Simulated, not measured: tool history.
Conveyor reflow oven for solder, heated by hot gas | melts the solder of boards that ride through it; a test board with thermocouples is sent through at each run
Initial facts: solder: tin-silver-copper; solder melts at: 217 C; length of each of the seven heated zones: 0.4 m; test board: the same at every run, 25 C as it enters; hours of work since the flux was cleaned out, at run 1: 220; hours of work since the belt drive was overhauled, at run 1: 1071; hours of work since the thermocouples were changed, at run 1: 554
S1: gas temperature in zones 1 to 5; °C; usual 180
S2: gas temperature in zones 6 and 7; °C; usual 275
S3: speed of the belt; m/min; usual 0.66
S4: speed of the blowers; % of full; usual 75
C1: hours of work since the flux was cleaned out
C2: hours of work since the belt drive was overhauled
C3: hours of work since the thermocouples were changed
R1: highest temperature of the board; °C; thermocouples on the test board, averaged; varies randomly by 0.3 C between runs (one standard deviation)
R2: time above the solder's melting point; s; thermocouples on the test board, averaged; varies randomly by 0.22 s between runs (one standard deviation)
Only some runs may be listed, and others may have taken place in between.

run    hour   S1   S2     S3  S4   C1    C2   C3     R1    R2
  1       0  180  275   0.66  75  220  1071  554  261.8  64.5
  2    64.2  180  275   0.66  75  261  1112  595    262  64.4
  3   151.3  180  275   0.66  75  316  1167  650    262  64.5
  4   215.2  180  275   0.66  75  357  1208  690  261.6    64
      235.2  -- belt drive overhauled, speed set with a stopwatch
  5     276  180  287   0.66  75  393    26  726  272.6  70.3
      370.9  -- flux residue cleaned out of gas plates and filters
  6   376.1  180  287   0.66  75    3    86  787    275  71.4
      433.6  -- thermocouples of zones 6 and 7 changed
  7   436.3  180  287   0.66  75   40   123    2  273.7  71.2
  8   486.1  169  275   0.66  75   72   155   33  260.9    62
  9     582  169  275   0.66  75  133   216   94  260.9  62.1
      629.9  -- belt drive overhauled, speed set with a stopwatch, once more
 10   679.3  180  275   0.66  75  192    31  153  260.6  62.2
 11   751.2  180  275  0.766  75  238    77  199  255.8  49.9
 12   841.3  180  275  0.766  75  295   134  256  255.3  50.2
 13   926.1  180  275   0.66  75  349   188  310  260.7  61.9
 14   973.2  180  275   0.66  75  378   218  340  259.8  61.8
 15  1069.8  180  275   0.66  75  440   279  401  259.9  61.6
     1088.8  -- flux residue cleaned out of gas plates and filters
 16  1145.6  172  270   0.66  56   36   324  446  251.1  52.3
 17    1188  180  275   0.66  72   63   351  473  261.7  62.8
 18    1256  179  275  0.761  75  106   394  516  257.6  51.8
 19  1314.3  180  268   0.66  75  143   431  553  255.5  59.7
 20  1380.3  177  284   0.69  57  185   473  595    262  58.8
 21  1456.7  170  271   0.66  75  233   522  644  256.2  56.8
 22  1504.5  170  271   0.66  75  264   552  674  256.2    57
 23  1592.8  180  275  0.536  58  320   608  730  263.2  79.4
 24  1684.7  180  274   0.67  58  378   666  788  254.8  57.6
     1741.4  -- thermocouples of zones 6 and 7 changed
 25  1741.4  180  265  0.701  71  413   701    0  248.7  51.5
     1801.7  -- flux residue cleaned out of gas plates and filters
 26  1816.9  180  265  0.574  54   10   746   45    252  67.4
 27    1909  181  275   0.66  75   68   804  103  263.1  65.1
 28  1984.1  181  275   0.66  75  116   852  151  262.1  64.3
 29  2043.8  181  275   0.66  75  154   890  189  262.5  64.5

4 options for the next run, each taken on its own from the tool as it stands now. Forecast them:
  A  2086  181  279   0.66  75  180  917  216   ?   ?
  B  2086  181  275  0.582  75  180  917  216   ?   ?
  C  2086  190  275   0.66  64  180  917  216   ?   ?
  D  2086  181  270   0.66  64  180  917  216   ?   ?

run     R1    R2
  A  265.9  66.5
  B  265.3  75.6
  C  260.5  67.6
  D  255.5  60.2
With the hidden condition removed and each run's random variation left untouched, the same runs would have given:
run     R1    R2
  A    266    65
  B  265.4  73.9
  C  260.5  66.1
  D  255.5  58.9
